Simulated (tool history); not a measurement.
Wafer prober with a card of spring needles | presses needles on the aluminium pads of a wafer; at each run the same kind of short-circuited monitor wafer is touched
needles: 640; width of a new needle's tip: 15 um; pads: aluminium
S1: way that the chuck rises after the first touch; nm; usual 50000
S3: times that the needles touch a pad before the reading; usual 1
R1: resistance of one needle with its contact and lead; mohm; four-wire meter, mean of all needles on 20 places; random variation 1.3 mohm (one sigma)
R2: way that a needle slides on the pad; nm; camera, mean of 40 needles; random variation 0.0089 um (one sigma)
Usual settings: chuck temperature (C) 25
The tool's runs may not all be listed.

Run 1, hour 0: usual settings. Result: R1 107 mohm, R2 6436 nm.
At hour 1.7: tips cleaned on abrasive film.
Run 2, hour 9.3: usual settings. Result: R1 102 mohm, R2 6434 nm.
At hour 10.7: tips cleaned on abrasive film.
Run 3, hour 18.6: usual settings. Result: R1 107 mohm, R2 6414 nm.
At hour 20.4: tips cleaned on abrasive film.
Run 4, hour 23.6: usual settings. Result: R1 106 mohm, R2 6418 nm.
At hour 29.5: tips cleaned on abrasive film.
Run 5, hour 33.9: usual settings. Result: R1 104 mohm, R2 6404 nm.
At hour 38.6: tips cleaned on abrasive film.
Run 6, hour 45: usual settings. Result: R1 104 mohm, R2 6387 nm.
At hour 47.8: tips cleaned on abrasive film.
Run 7, hour 52.9: usual settings. Result: R1 105 mohm, R2 6389 nm.
At hour 56.8: tips cleaned on abrasive film.
Run 8, hour 60.9: usual settings but S1 58000 nm. Result: R1 104 mohm, R2 7375 nm.
At hour 66.3: tips cleaned on abrasive film.
Run 9, hour 71.3: usual settings but chuck temperature (C) 35, S3 2. Result: R1 106 mohm, R2 6364 nm.
At hour 75.6: tips cleaned on abrasive film.
Run 10, hour 79.7: usual settings but S1 69000 nm, chuck temperature (C) 94. Result: R1 110 mohm, R2 8769 nm.

5 ways to go on from here, each from the tool as it stands after run 10. What would each give?
At hour 85.1: tips cleaned on abrasive film.
Run A, hour 88.3: usual settings but S1 41000 nm, chuck temperature (C) 94. Result: R1 ?, R2 ?.
At hour 85.1: tips cleaned on abrasive film.
Run B, hour 88.3: usual settings but S1 41000 nm, chuck temperature (C) 94. Result: R1 ?, R2 ?.
At hour 85.1: tips cleaned on abrasive film.
Run C, hour 88.3: usual settings but S1 36000 nm, chuck temperature (C) 61, S3 2. Result: R1 ?, R2 ?.
At hour 85.1: tips cleaned on abrasive film.
Run D, hour 88.3: usual settings but S1 43000 nm, chuck temperature (C) 45, S3 2. Result: R1 ?, R2 ?.
At hour 85.1: tips cleaned on abrasive film.
Run E, hour 88.3: usual settings but S1 57000 nm. Result: R1 ?, R2 ?.

run   R1    R2
  A  115  5201
  B  115  5208
  C  116  4555
  D  109  5452
  E  102  7215
Without the tool's hidden state the same runs would have given:
run   R1    R2
  A  115  5290
  B  115  5296
  C  116  4633
  D  108  5545
  E  102  7337
